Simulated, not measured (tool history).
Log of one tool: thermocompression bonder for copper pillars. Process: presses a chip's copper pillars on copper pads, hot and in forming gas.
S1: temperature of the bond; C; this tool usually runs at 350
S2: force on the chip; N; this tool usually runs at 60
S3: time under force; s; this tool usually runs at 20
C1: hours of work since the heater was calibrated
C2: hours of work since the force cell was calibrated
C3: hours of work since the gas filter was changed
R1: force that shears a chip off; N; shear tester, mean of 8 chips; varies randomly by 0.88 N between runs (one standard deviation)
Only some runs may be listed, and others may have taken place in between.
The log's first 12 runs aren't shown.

run,hour,S1,S2,S3,C1,C2,C3,R1
13,882.8,365,60,20,989,1578,311,109.5
# hour 890.8: forming gas filter changed
14,949.3,350,60,20,1029,1618,36,98.3
15,1001.9,339,60,20,1061,1650,67,87.3
16,1074.7,339,60,20,1105,1694,112,87.8
17,1161.4,339,60,20,1158,1747,164,88.6
18,1223.6,339,60,20,1196,1784,202,87.2
19,1297.7,350,60,20,1241,1829,247,96.6
20,1356.8,339,60,25,1277,1865,283,94.3
# hour 1406.7: forming gas filter changed
# hour 1453.5: heater calibrated with a thermocouple chip
21,1453.5,339,60,25,0,1922,27,96.5
22,1511.3,339,60,25,35,1957,62,95.5
23,1602.3,339,60,25,90,2013,118,95.1
24,1665.3,330,60,54,129,2051,156,109.4
# hour 1743.9: force cell calibrated
25,1765.2,353,43,20,188,13,216,75.6
26,1857.5,350,60,26,244,69,272,105.3
27,1904.9,360,60,17,273,98,300,100.6
# hour 1931.1: forming gas filter changed
28,1973.1,350,39,20,314,139,26,67.6
29,2049.8,356,59,20,361,185,72,100.8
30,2148,358,41,47,420,245,132,99.8
31,2239.4,331,51,24,476,301,187,75.6

For run 32, what comes out?
32,2294.5,331,51,24,509,334,221,?

Run 32 measured R1 76.1 N.
Were there no unlogged condition in the tool, this run, its random variation unchanged, would have produced R1 76.1 N.
